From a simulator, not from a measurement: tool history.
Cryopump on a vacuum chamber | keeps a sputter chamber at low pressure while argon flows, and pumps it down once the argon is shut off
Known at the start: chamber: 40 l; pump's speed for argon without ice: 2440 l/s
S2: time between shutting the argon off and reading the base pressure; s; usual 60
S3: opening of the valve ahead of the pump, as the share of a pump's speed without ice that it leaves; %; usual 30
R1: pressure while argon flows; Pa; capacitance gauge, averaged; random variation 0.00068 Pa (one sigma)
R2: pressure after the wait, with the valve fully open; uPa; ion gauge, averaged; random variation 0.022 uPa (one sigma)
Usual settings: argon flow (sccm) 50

run 1 hour=0.0 | argon_flow_(sccm)=50 S2=60 S3=30 | R1=0.1183 R2=0.68
run 2 hour=25.5 | argon_flow_(sccm)=50 S2=60 S3=30 | R1=0.1193 R2=0.69
run 3 hour=40.9 | argon_flow_(sccm)=50 S2=60 S3=30 | R1=0.1196 R2=0.73
run 4 hour=65.1 | argon_flow_(sccm)=50 S2=60 S3=30 | R1=0.1205 R2=0.71
run 5 hour=77.1 | argon_flow_(sccm)=50 S2=60 S3=30 | R1=0.1205 R2=0.74
run 6 hour=88.4 | argon_flow_(sccm)=37 S2=60 S3=30 | R1=0.0891 R2=0.73
run 7 hour=105.0 | argon_flow_(sccm)=50 S2=60 S3=30 | R1=0.1194 R2=0.74
run 8 hour=125.1 | argon_flow_(sccm)=50 S2=60 S3=30 | R1=0.1197 R2=0.70
run 9 hour=150.0 | argon_flow_(sccm)=50 S2=60 S3=30 | R1=0.1195 R2=0.74
run 10 hour=171.2 | argon_flow_(sccm)=50 S2=60 S3=30 | R1=0.1200 R2=0.76
run 11 hour=182.5 | argon_flow_(sccm)=50 S2=60 S3=30 | R1=0.1207 R2=0.74
run 12 hour=194.0 | argon_flow_(sccm)=50 S2=60 S3=30 | R1=0.1198 R2=0.75
run 13 hour=219.4 | argon_flow_(sccm)=50 S2=60 S3=30 | R1=0.1195 R2=0.76
run 14 hour=233.3 | argon_flow_(sccm)=50 S2=60 S3=30 | R1=0.1196 R2=0.76
run 15 hour=247.5 | argon_flow_(sccm)=50 S2=60 S3=30 | R1=0.1211 R2=0.76
run 16 hour=265.7 | argon_flow_(sccm)=50 S2=171 S3=30 | R1=0.1211 R2=0.50
run 17 hour=279.8 | argon_flow_(sccm)=50 S2=171 S3=30 | R1=0.1208 R2=0.50
run 18 hour=290.4 | argon_flow_(sccm)=30 S2=60 S3=30 | R1=0.0729 R2=0.78
run 19 hour=301.1 | argon_flow_(sccm)=40 S2=49 S3=30 | R1=0.0964 R2=0.89
run 20 hour=316.8 | argon_flow_(sccm)=40 S2=49 S3=30 | R1=0.0970 R2=0.89
run 21 hour=334.9 | argon_flow_(sccm)=40 S2=49 S3=30 | R1=0.0957 R2=0.92
run 22 hour=358.2 | argon_flow_(sccm)=94 S2=49 S3=32 | R1=0.2127 R2=0.92
run 23 hour=380.0 | argon_flow_(sccm)=94 S2=49 S3=32 | R1=0.2144 R2=0.89
run 24 hour=404.1 | argon_flow_(sccm)=21 S2=117 S3=28 | R1=0.0527 R2=0.56
run 25 hour=423.8 | argon_flow_(sccm)=27 S2=60 S3=34 | R1=0.0580 R2=0.81
run 26 hour=441.6 | argon_flow_(sccm)=27 S2=60 S3=34 | R1=0.0572 R2=0.81
run 27 hour=454.7 | argon_flow_(sccm)=70 S2=21 S3=27 | R1=0.1880 R2=1.66
run 28 hour=477.4 | argon_flow_(sccm)=35 S2=128 S3=57 | R1=0.0464 R2=0.60
run 29 hour=487.7 | argon_flow_(sccm)=60 S2=128 S3=57 | R1=0.0789 R2=0.59
run 30 hour=504.1 | argon_flow_(sccm)=60 S2=147 S3=47 | R1=0.0961 R2=0.51

Run 31 comes next. What will it give?
run 31 hour=525.1 | argon_flow_(sccm)=38 S2=60 S3=47 | R1=? R2=?

Run 31 gave R1 0.0602 Pa, R2 0.87 uPa.
Without the tool's hidden state the same run would have given R1 0.0556 Pa, R2 0.59 uPa.

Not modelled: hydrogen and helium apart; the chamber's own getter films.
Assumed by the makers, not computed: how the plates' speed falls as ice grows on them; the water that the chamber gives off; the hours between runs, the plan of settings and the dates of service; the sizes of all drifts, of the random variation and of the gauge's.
